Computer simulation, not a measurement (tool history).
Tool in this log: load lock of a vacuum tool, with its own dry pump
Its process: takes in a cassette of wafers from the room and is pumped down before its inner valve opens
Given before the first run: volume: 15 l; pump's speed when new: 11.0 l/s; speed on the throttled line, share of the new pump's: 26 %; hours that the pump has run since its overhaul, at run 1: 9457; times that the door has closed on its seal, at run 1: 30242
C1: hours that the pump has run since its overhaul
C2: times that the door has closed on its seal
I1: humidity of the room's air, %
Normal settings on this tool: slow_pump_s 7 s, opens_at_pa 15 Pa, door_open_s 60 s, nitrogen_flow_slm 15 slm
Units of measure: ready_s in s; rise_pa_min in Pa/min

Run 1, hour 0: usual settings; C1 9457; C2 30242; I1 48.1. Result: ready_s 18.1 s, rise_pa_min 0.307 Pa/min.
Run 2, hour 229.5: usual settings; C1 9686; C2 30767; I1 46.4. Result: ready_s 18 s, rise_pa_min 0.312 Pa/min.
Run 3, hour 388.3: usual settings but nitrogen_flow_slm 7 slm; C1 9845; C2 31129; I1 45.5. Result: ready_s 18 s, rise_pa_min 0.336 Pa/min.
Run 4, hour 547.4: usual settings but nitrogen_flow_slm 7 slm; C1 10004; C2 31493; I1 45. Result: ready_s 18.2 s, rise_pa_min 0.345 Pa/min.
Run 5, hour 774: usual settings; C1 10231; C2 32010; I1 43. Result: ready_s 18.1 s, rise_pa_min 0.33 Pa/min.
Run 6, hour 877.9: usual settings; C1 10335; C2 32248; I1 45.5. Result: ready_s 18.2 s, rise_pa_min 0.339 Pa/min.
Run 7, hour 983.6: usual settings; C1 10441; C2 32489; I1 45. Result: ready_s 18 s, rise_pa_min 0.344 Pa/min.
Run 8, hour 1142.6: usual settings but slow_pump_s 13 s; C1 10600; C2 32853; I1 47.8. Result: ready_s 22.5 s, rise_pa_min 0.345 Pa/min.
Run 9, hour 1357.8: usual settings but slow_pump_s 13 s; C1 10815; C2 33344; I1 46.2. Result: ready_s 22.3 s, rise_pa_min 0.351 Pa/min.
Run 10, hour 1503.7: usual settings but slow_pump_s 13 s; C1 10961; C2 33677; I1 44.8. Result: ready_s 22.8 s, rise_pa_min 0.36 Pa/min.
Run 11, hour 1600.7: usual settings but slow_pump_s 13 s; C1 11058; C2 33899; I1 48. Result: ready_s 22.4 s, rise_pa_min 0.363 Pa/min.
Run 12, hour 1812.1: usual settings; C1 11269; C2 34382; I1 42.1. Result: ready_s 18 s, rise_pa_min 0.366 Pa/min.
Run 13, hour 1916: usual settings; C1 11373; C2 34619; I1 46.1. Result: ready_s 18.2 s, rise_pa_min 0.378 Pa/min.
Run 14, hour 2095.2: usual settings but opens_at_pa 22 Pa; C1 11552; C2 35029; I1 45.2. Result: ready_s 17.8 s, rise_pa_min 0.379 Pa/min.
Run 15, hour 2219.3: usual settings but opens_at_pa 22 Pa; C1 11676; C2 35312; I1 44.5. Result: ready_s 17.2 s, rise_pa_min 0.394 Pa/min.
Run 16, hour 2347.2: usual settings but opens_at_pa 22 Pa; C1 11804; C2 35604; I1 46.7. Result: ready_s 17.2 s, rise_pa_min 0.388 Pa/min.
Run 17, hour 2465: usual settings but opens_at_pa 22 Pa, door_open_s 26 s; C1 11922; C2 35874; I1 43.5. Result: ready_s 17.5 s, rise_pa_min 0.376 Pa/min.
Run 18, hour 2585.4: usual settings but opens_at_pa 22 Pa, door_open_s 26 s; C1 12042; C2 36149; I1 48.5. Result: ready_s 17.4 s, rise_pa_min 0.381 Pa/min.
Run 19, hour 2712.4: usual settings but opens_at_pa 22 Pa, door_open_s 26 s; C1 12169; C2 36439; I1 44.6. Result: ready_s 17.8 s, rise_pa_min 0.387 Pa/min.
Run 20, hour 2873.1: usual settings but slow_pump_s 8 s, opens_at_pa 14 Pa; C1 12330; C2 36806; I1 41.5. Result: ready_s 19 s, rise_pa_min 0.401 Pa/min.
Run 21, hour 3062.4: usual settings but slow_pump_s 8 s, opens_at_pa 18 Pa, door_open_s 33 s; C1 12519; C2 37238; I1 47.9. Result: ready_s 18.6 s, rise_pa_min 0.408 Pa/min.
Run 22, hour 3219.8: usual settings but slow_pump_s 8 s, opens_at_pa 18 Pa, door_open_s 33 s; C1 12677; C2 37598; I1 43. Result: ready_s 18.5 s, rise_pa_min 0.418 Pa/min.
Run 23, hour 3420.2: usual settings but slow_pump_s 8 s, opens_at_pa 13 Pa, door_open_s 41 s, nitrogen_flow_slm 5 slm; C1 12877; C2 38056; I1 45.6. Result: ready_s 19.2 s, rise_pa_min 0.439 Pa/min.
Run 24, hour 3645.8: usual settings but slow_pump_s 11 s, nitrogen_flow_slm 31 slm; C1 13103; C2 38571; I1 46.4. Result: ready_s 21.1 s, rise_pa_min 0.417 Pa/min.
Run 25, hour 3748.6: usual settings but door_open_s 79 s; C1 13206; C2 38806; I1 45. Result: ready_s 18.5 s, rise_pa_min 0.442 Pa/min.
Run 26, hour 3945.4: usual settings but opens_at_pa 28 Pa; C1 13402; C2 39256; I1 45.3. Result: ready_s 17.1 s, rise_pa_min 0.452 Pa/min.
Run 27, hour 4087.3: usual settings but opens_at_pa 21 Pa, door_open_s 192 s; C1 13544; C2 39580; I1 48. Result: ready_s 17.8 s, rise_pa_min 0.498 Pa/min.
Run 28, hour 4225.4: usual settings but opens_at_pa 10 Pa, door_open_s 192 s, nitrogen_flow_slm 21 slm; C1 13682; C2 39895; I1 45.8. Result: ready_s 19 s, rise_pa_min 0.493 Pa/min.
Run 29, hour 4384.6: usual settings but opens_at_pa 19 Pa, door_open_s 30 s, nitrogen_flow_slm 9 slm; C1 13842; C2 40259; I1 44.5. Result: ready_s 18 s, rise_pa_min 0.454 Pa/min.
Run 30, hour 4572.5: usual settings but opens_at_pa 19 Pa, door_open_s 30 s, nitrogen_flow_slm 9 slm; C1 14029; C2 40688; I1 46.5. Result: ready_s 17.8 s, rise_pa_min 0.468 Pa/min.
Run 31, hour 4793.1: usual settings but slow_pump_s 14 s, opens_at_pa 19 Pa, door_open_s 90 s, nitrogen_flow_slm 5 slm; C1 14250; C2 41192; I1 41.8. Result: ready_s 22.7 s, rise_pa_min 0.514 Pa/min.
Run 32, hour 4900.4: usual settings but slow_pump_s 6 s, door_open_s 120 s, nitrogen_flow_slm 44 slm; C1 14357; C2 41437; I1 43.6. Result: ready_s 17.6 s, rise_pa_min 0.484 Pa/min.
Run 33, hour 5050.7: usual settings but slow_pump_s 6 s, door_open_s 120 s, nitrogen_flow_slm 44 slm; C1 14508; C2 41780; I1 46.2. Result: ready_s 17.6 s, rise_pa_min 0.48 Pa/min.
Run 34, hour 5229.5: usual settings but slow_pump_s 14 s, opens_at_pa 24 Pa, door_open_s 227 s; C1 14686; C2 42189; I1 45.6. Result: ready_s 23 s, rise_pa_min 0.549 Pa/min.
Run 35, hour 5348.2: usual settings but slow_pump_s 14 s, opens_at_pa 24 Pa, door_open_s 227 s; C1 14805; C2 42460; I1 46.2. Result: ready_s 23.1 s, rise_pa_min 0.558 Pa/min.
Run 36, hour 5525: usual settings but slow_pump_s 13 s, opens_at_pa 28 Pa, door_open_s 28 s, nitrogen_flow_slm 17 slm; C1 14982; C2 42864; I1 45.6. Result: ready_s 21.8 s, rise_pa_min 0.501 Pa/min.
Run 37, hour 5623: usual settings but slow_pump_s 13 s, opens_at_pa 28 Pa, door_open_s 28 s, nitrogen_flow_slm 17 slm; C1 15080; C2 43088; I1 43. Result: ready_s 21.5 s, rise_pa_min 0.515 Pa/min.

Below are 3 alternative next runs, each starting from the tool's condition after run 37. Predict each:
Run A, hour 5813.2: usual settings but slow_pump_s 10 s, door_open_s 54 s, nitrogen_flow_slm 7 slm; C1 15270; C2 43522; I1 45.3. Result: ready_s ?, rise_pa_min ?.
Run B, hour 5813.2: usual settings but slow_pump_s 13 s, opens_at_pa 28 Pa, door_open_s 84 s, nitrogen_flow_slm 6 slm; C1 15270; C2 43522; I1 46.3. Result: ready_s ?, rise_pa_min ?.
Run C, hour 5813.2: usual settings but slow_pump_s 13 s, opens_at_pa 28 Pa, door_open_s 28 s, nitrogen_flow_slm 35 slm; C1 15270; C2 43522; I1 44.1. Result: ready_s ?, rise_pa_min ?.

run  ready_s  rise_pa_min
  A     20.5         0.54
  B     21.9        0.565
  C     21.7        0.512
The same runs, with their run-to-run variation unchanged, on a tool lacking any hidden condition would have given:
run  ready_s  rise_pa_min
  A     19.4        0.051
  B       21        0.068
  C     20.8        0.015
